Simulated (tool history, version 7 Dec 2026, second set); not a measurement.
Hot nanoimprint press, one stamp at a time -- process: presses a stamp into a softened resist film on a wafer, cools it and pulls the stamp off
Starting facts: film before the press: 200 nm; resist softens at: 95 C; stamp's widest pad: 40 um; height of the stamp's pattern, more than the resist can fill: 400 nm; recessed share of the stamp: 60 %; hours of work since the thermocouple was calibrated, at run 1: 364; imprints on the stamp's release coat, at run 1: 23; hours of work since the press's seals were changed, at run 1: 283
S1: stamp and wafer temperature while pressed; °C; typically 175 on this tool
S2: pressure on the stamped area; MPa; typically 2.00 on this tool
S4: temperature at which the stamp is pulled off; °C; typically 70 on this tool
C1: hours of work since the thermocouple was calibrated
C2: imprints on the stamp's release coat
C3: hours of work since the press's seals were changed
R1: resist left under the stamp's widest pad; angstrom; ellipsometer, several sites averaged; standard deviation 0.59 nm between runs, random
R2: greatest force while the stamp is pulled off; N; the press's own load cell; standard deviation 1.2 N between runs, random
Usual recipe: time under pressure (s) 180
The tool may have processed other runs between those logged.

{"run": 1, "hour": 0.0, "S1": 175, "S2": 2.0, "time under pressure (s)": 180, "S4": 70, "C1": 364, "C2": 23, "C3": 283, "R1": 1086, "R2": 111}
{"run": 2, "hour": 14.6, "S1": 175, "S2": 1.48, "time under pressure (s)": 180, "S4": 70, "C1": 370, "C2": 67, "C3": 289, "R1": 1224, "R2": 111}
{"run": 3, "hour": 29.1, "S1": 175, "S2": 1.48, "time under pressure (s)": 180, "S4": 70, "C1": 376, "C2": 110, "C3": 295, "R1": 1218, "R2": 110}
{"run": 4, "hour": 39.1, "S1": 175, "S2": 1.48, "time under pressure (s)": 180, "S4": 70, "C1": 380, "C2": 141, "C3": 299, "R1": 1213, "R2": 110}
{"run": 5, "hour": 52.2, "S1": 175, "S2": 1.48, "time under pressure (s)": 177, "S4": 70, "C1": 386, "C2": 180, "C3": 305, "R1": 1228, "R2": 111}
{"run": 6, "hour": 67.3, "S1": 175, "S2": 1.48, "time under pressure (s)": 177, "S4": 70, "C1": 392, "C2": 225, "C3": 311, "R1": 1217, "R2": 111}
{"run": 7, "hour": 76.1, "S1": 175, "S2": 1.48, "time under pressure (s)": 177, "S4": 70, "C1": 396, "C2": 252, "C3": 315, "R1": 1224, "R2": 113}
{"run": 8, "hour": 91.5, "S1": 175, "S2": 1.48, "time under pressure (s)": 177, "S4": 70, "C1": 402, "C2": 298, "C3": 321, "R1": 1221, "R2": 110}
{"run": 9, "hour": 101.0, "S1": 175, "S2": 1.48, "time under pressure (s)": 177, "S4": 70, "C1": 406, "C2": 327, "C3": 325, "R1": 1227, "R2": 110}
{"run": 10, "hour": 121.3, "S1": 175, "S2": 1.48, "time under pressure (s)": 177, "S4": 70, "C1": 415, "C2": 388, "C3": 334, "R1": 1225, "R2": 113}
{"run": 11, "hour": 136.2, "S1": 175, "S2": 1.48, "time under pressure (s)": 177, "S4": 70, "C1": 421, "C2": 433, "C3": 340, "R1": 1213, "R2": 113}
{"run": 12, "hour": 146.6, "S1": 175, "S2": 1.48, "time under pressure (s)": 177, "S4": 70, "C1": 425, "C2": 464, "C3": 344, "R1": 1219, "R2": 108}
{"run": 13, "hour": 165.4, "S1": 175, "S2": 1.33, "time under pressure (s)": 177, "S4": 70, "C1": 433, "C2": 521, "C3": 352, "R1": 1256, "R2": 110}
{"run": 14, "hour": 180.2, "S1": 187, "S2": 2.0, "time under pressure (s)": 180, "S4": 70, "C1": 439, "C2": 565, "C3": 358, "R1": 752, "R2": 113}
{"run": 15, "hour": 192.3, "S1": 187, "S2": 2.0, "time under pressure (s)": 180, "S4": 70, "C1": 444, "C2": 602, "C3": 363, "R1": 748, "R2": 110}
{"run": 16, "hour": 213.5, "S1": 186, "S2": 2.0, "time under pressure (s)": 180, "S4": 70, "C1": 453, "C2": 666, "C3": 372, "R1": 781, "R2": 111}
{"hour": 234.7, "done": "stamp cleaned and given a new release coat"}
{"run": 17, "hour": 236.7, "S1": 186, "S2": 2.64, "time under pressure (s)": 204, "S4": 70, "C1": 460, "C2": 6, "C3": 379, "R1": 642, "R2": 111}
{"run": 18, "hour": 252.6, "S1": 186, "S2": 2.64, "time under pressure (s)": 204, "S4": 70, "C1": 467, "C2": 54, "C3": 386, "R1": 636, "R2": 112}
{"run": 19, "hour": 266.3, "S1": 172, "S2": 2.58, "time under pressure (s)": 149, "S4": 72, "C1": 473, "C2": 95, "C3": 392, "R1": 1112, "R2": 107}
{"run": 20, "hour": 280.8, "S1": 175, "S2": 2.0, "time under pressure (s)": 130, "S4": 68, "C1": 479, "C2": 139, "C3": 398, "R1": 1177, "R2": 115}
{"run": 21, "hour": 298.8, "S1": 182, "S2": 2.85, "time under pressure (s)": 188, "S4": 60, "C1": 486, "C2": 193, "C3": 405, "R1": 714, "R2": 131}
{"run": 22, "hour": 311.1, "S1": 182, "S2": 1.31, "time under pressure (s)": 188, "S4": 60, "C1": 492, "C2": 231, "C3": 411, "R1": 1033, "R2": 127}
{"run": 23, "hour": 322.7, "S1": 177, "S2": 2.0, "time under pressure (s)": 189, "S4": 70, "C1": 496, "C2": 265, "C3": 415, "R1": 981, "R2": 112}
{"run": 24, "hour": 333.3, "S1": 166, "S2": 2.81, "time under pressure (s)": 321, "S4": 65, "C1": 501, "C2": 297, "C3": 420, "R1": 997, "R2": 122}
{"run": 25, "hour": 347.9, "S1": 166, "S2": 2.33, "time under pressure (s)": 321, "S4": 65, "C1": 507, "C2": 341, "C3": 426, "R1": 1092, "R2": 120}
{"hour": 359.3, "done": "plate thermocouple calibrated"}
{"run": 26, "hour": 370.0, "S1": 166, "S2": 2.33, "time under pressure (s)": 321, "S4": 65, "C1": 5, "C2": 399, "C3": 434, "R1": 1076, "R2": 119}
{"run": 27, "hour": 389.8, "S1": 180, "S2": 2.0, "time under pressure (s)": 180, "S4": 59, "C1": 13, "C2": 458, "C3": 442, "R1": 921, "R2": 132}
{"run": 28, "hour": 402.7, "S1": 180, "S2": 2.0, "time under pressure (s)": 180, "S4": 59, "C1": 18, "C2": 497, "C3": 448, "R1": 923, "R2": 132}
{"run": 29, "hour": 411.5, "S1": 180, "S2": 2.0, "time under pressure (s)": 180, "S4": 59, "C1": 22, "C2": 524, "C3": 451, "R1": 928, "R2": 130}

What if the next run were any one of these 3? Each begins from the tool's condition after run 29:
{"run": "A", "hour": 426.7, "S1": 180, "S2": 2.0, "time under pressure (s)": 163, "S4": 59, "C1": 28, "C2": 569, "C3": 458, "R1": "?", "R2": "?"}
{"run": "B", "hour": 426.7, "S1": 180, "S2": 1.87, "time under pressure (s)": 180, "S4": 59, "C1": 28, "C2": 569, "C3": 458, "R1": "?", "R2": "?"}
{"run": "C", "hour": 426.7, "S1": 175, "S2": 2.0, "time under pressure (s)": 277, "S4": 70, "C1": 28, "C2": 569, "C3": 458, "R1": "?", "R2": "?"}

run=A R1=956 R2=134
run=B R1=939 R2=131
run=C R1=922 R2=111
The same runs, with their run-to-run variation unchanged, on a tool lacking any hidden condition would have given:
run=A R1=976 R2=133
run=B R1=959 R2=130
run=C R1=941 R2=110
